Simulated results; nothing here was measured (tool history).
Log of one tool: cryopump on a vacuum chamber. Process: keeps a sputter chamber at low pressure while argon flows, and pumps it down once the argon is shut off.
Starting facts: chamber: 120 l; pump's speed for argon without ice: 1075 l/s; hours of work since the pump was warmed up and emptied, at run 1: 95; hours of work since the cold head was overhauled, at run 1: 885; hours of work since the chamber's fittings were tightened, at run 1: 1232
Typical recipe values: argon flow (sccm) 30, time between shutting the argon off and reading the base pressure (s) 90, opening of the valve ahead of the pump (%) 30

run,day,argon flow (sccm),time between shutting the argon off and reading the base pressure (s),opening of the valve ahead of the pump (%),hours of work since the pump was warmed up and emptied,hours of work since the cold head was overhauled,hours of work since the chamber's fittings were tightened,pressure while argon flows (Pa),pressure after the wait (uPa)
1,0,30,90,30,95,885,1232,0.1583,3.81
2,1.921,30,90,30,121,911,1258,0.1599,4.01
3,2.8,30,90,30,133,923,1270,0.1597,4.04
4,3.904,34,90,30,148,938,1285,0.1823,4.07
5,5.65,34,90,30,172,962,1309,0.1824,4.18
6,7.758,34,90,30,201,990,1338,0.1825,4.29
7,9.442,34,90,30,224,1013,1361,0.1846,4.26
# day 11.571: leaking fittings of the chamber tightened, without venting
8,11.612,30,90,29,252,1042,1,0.1675,1.31
9,13.35,30,90,29,276,1066,24,0.1669,1.47
10,15.121,30,90,30,300,1090,48,0.1639,1.48
11,17.062,30,90,30,326,1116,75,0.1623,1.5
12,18.85,30,90,30,351,1141,99,0.1636,1.59
13,20.162,30,90,30,369,1159,117,0.1644,1.7
14,21.054,30,90,54,381,1171,129,0.0958,1.71
15,22.767,30,90,54,404,1194,153,0.0959,1.77
16,24.296,30,90,48,425,1215,174,0.1063,1.79
17,25.821,30,90,30,446,1236,195,0.1642,1.92
18,27.438,25,90,30,468,1258,217,0.1378,1.89
19,28.775,30,67,32,486,1276,235,0.158,2.41
20,29.721,27,46,37,499,1289,248,0.124,3.02
21,30.812,27,63,37,514,1304,263,0.1238,2.53
22,32.308,16,298,37,535,1324,283,0.0732,1.28
23,33.292,13,39,43,548,1338,297,0.053,3.44
24,34.183,13,39,43,560,1350,309,0.0531,3.47
25,35.279,30,90,25,575,1365,324,0.2006,2.16
26,36.246,30,74,30,588,1378,337,0.1695,2.39
27,37.317,22,30,30,603,1393,351,0.1237,4.35
28,38.562,30,184,30,620,1410,369,0.1698,1.8
29,40.388,30,184,30,645,1435,393,0.1705,1.89
30,42.467,30,184,30,673,1463,422,0.1691,1.93
31,43.483,30,184,30,687,1477,436,0.1701,1.91
32,45.142,30,184,22,710,1500,458,0.2295,2
33,47.192,30,42,39,738,1528,486,0.1357,3.92

Same runs, no hidden state in the tool, same run-to-run variation:
Unlogged tool condition in this case: pump's speed, % of a pump's without ice; cold plate's temperature, K; leak into the chamber, uPa l/s; drift of the gauge itself on working_pa, %; drift of the gauge itself on base_upa, %.
run,pressure while argon flows (Pa),pressure after the wait (uPa)
1,0.156,1.28
2,0.1571,1.35
3,0.1567,1.33
4,0.1786,1.32
5,0.1783,1.36
6,0.1778,1.34
7,0.1794,1.3
8,0.1625,1.27
9,0.1614,1.38
10,0.158,1.32
11,0.1559,1.28
12,0.1567,1.31
13,0.1572,1.38
14,0.0883,1.36
15,0.088,1.35
16,0.098,1.33
17,0.1556,1.4
18,0.1302,1.32
19,0.1484,1.78
20,0.1152,2.36
21,0.1147,1.82
22,0.0676,0.54
23,0.0483,2.67
24,0.0483,2.66
25,0.1892,1.3
26,0.1577,1.52
27,0.1148,3.42
28,0.1574,0.8
29,0.1575,0.81
30,0.1555,0.78
31,0.1561,0.74
32,0.2148,0.76
33,0.1204,2.56

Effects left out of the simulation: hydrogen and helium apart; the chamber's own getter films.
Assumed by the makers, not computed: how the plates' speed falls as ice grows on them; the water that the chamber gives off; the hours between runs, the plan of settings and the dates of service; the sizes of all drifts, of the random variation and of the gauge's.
